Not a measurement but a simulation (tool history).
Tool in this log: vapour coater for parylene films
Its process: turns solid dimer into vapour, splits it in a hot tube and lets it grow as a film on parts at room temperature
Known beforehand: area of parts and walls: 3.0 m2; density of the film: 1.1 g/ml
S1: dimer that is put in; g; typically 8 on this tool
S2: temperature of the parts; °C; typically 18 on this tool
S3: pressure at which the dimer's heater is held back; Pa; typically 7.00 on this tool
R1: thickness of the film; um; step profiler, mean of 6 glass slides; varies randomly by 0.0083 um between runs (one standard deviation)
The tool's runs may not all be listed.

{"run": 1, "hour": 0.0, "S1": 8, "S2": 18, "S3": 7.0, "R1": 1.306}
{"run": 2, "hour": 28.2, "S1": 8, "S2": 18, "S3": 7.0, "R1": 1.288}
{"run": 3, "hour": 64.0, "S1": 8, "S2": 18, "S3": 7.0, "R1": 1.296}
{"run": 4, "hour": 82.8, "S1": 8, "S2": 18, "S3": 7.0, "R1": 1.318}
{"run": 5, "hour": 102.4, "S1": 8, "S2": 18, "S3": 7.0, "R1": 1.298}
{"run": 6, "hour": 132.8, "S1": 3, "S2": 18, "S3": 7.0, "R1": 0.494}
{"run": 7, "hour": 162.1, "S1": 8, "S2": 18, "S3": 7.0, "R1": 1.297}
{"run": 8, "hour": 192.3, "S1": 8, "S2": 18, "S3": 7.0, "R1": 1.287}
{"run": 9, "hour": 214.8, "S1": 5, "S2": 18, "S3": 7.0, "R1": 0.8}
{"run": 10, "hour": 249.0, "S1": 5, "S2": 18, "S3": 7.0, "R1": 0.802}
{"run": 11, "hour": 282.2, "S1": 8, "S2": 18, "S3": 7.0, "R1": 1.27}
{"run": 12, "hour": 299.6, "S1": 8, "S2": 18, "S3": 7.0, "R1": 1.274}
{"run": 13, "hour": 333.1, "S1": 8, "S2": 16, "S3": 7.0, "R1": 1.353}
{"run": 14, "hour": 362.5, "S1": 8, "S2": 16, "S3": 7.0, "R1": 1.349}
{"run": 15, "hour": 395.3, "S1": 8, "S2": 16, "S3": 7.0, "R1": 1.334}
{"hour": 413.9, "done": "trap's valve overhauled"}
{"run": 16, "hour": 425.5, "S1": 8, "S2": 18, "S3": 8.17, "R1": 1.376}
{"run": 17, "hour": 452.1, "S1": 8, "S2": 18, "S3": 8.17, "R1": 1.365}
{"run": 18, "hour": 477.8, "S1": 8, "S2": 20, "S3": 2.26, "R1": 1.557}
{"run": 19, "hour": 499.1, "S1": 14, "S2": 13, "S3": 3.01, "R1": 3.188}
{"run": 20, "hour": 520.6, "S1": 4, "S2": 18, "S3": 3.85, "R1": 0.767}
{"run": 21, "hour": 539.4, "S1": 8, "S2": 30, "S3": 3.1, "R1": 1.106}
{"run": 22, "hour": 556.5, "S1": 9, "S2": 18, "S3": 2.84, "R1": 1.775}
{"run": 23, "hour": 591.9, "S1": 8, "S2": 11, "S3": 2.89, "R1": 1.936}
{"run": 24, "hour": 624.1, "S1": 12, "S2": 25, "S3": 5.74, "R1": 1.754}
{"run": 25, "hour": 649.4, "S1": 3, "S2": 24, "S3": 2.74, "R1": 0.504}
{"run": 26, "hour": 669.3, "S1": 3, "S2": 24, "S3": 2.74, "R1": 0.493}
{"run": 27, "hour": 691.3, "S1": 10, "S2": 21, "S3": 2.74, "R1": 1.814}
{"run": 28, "hour": 726.1, "S1": 11, "S2": 14, "S3": 5.33, "R1": 2.232}
{"run": 29, "hour": 746.0, "S1": 11, "S2": 14, "S3": 5.33, "R1": 2.211}
{"run": 30, "hour": 767.6, "S1": 6, "S2": 10, "S3": 2.23, "R1": 1.532}
{"run": 31, "hour": 794.4, "S1": 6, "S2": 10, "S3": 2.23, "R1": 1.548}
{"run": 32, "hour": 825.5, "S1": 5, "S2": 22, "S3": 3.55, "R1": 0.836}

Below, each run's measurement less what the same run would have read without the hidden state. Both values contain the same run-to-run variation, but the gauge's scatter may not be the same in both:
The hidden state here: vapour lost through the trap's worn valve, %; true temperature of the parts over the reading, C; drift of the gauge itself on film_um, %.
run=1 R1=-0.102
run=2 R1=-0.103
run=3 R1=-0.107
run=4 R1=-0.108
run=5 R1=-0.110
run=6 R1=-0.042
run=7 R1=-0.115
run=8 R1=-0.117
run=9 R1=-0.074
run=10 R1=-0.076
run=11 R1=-0.124
run=12 R1=-0.126
run=13 R1=-0.135
run=14 R1=-0.138
run=15 R1=-0.141
run=16 R1=+0.006
run=17 R1=+0.004
run=18 R1=+0.002
run=19 R1=+0.001
run=20 R1=-0.001
run=21 R1=-0.002
run=22 R1=-0.006
run=23 R1=-0.010
run=24 R1=-0.012
run=25 R1=-0.004
run=26 R1=-0.004
run=27 R1=-0.020
run=28 R1=-0.029
run=29 R1=-0.031
run=30 R1=-0.024
run=31 R1=-0.027
run=32 R1=-0.016
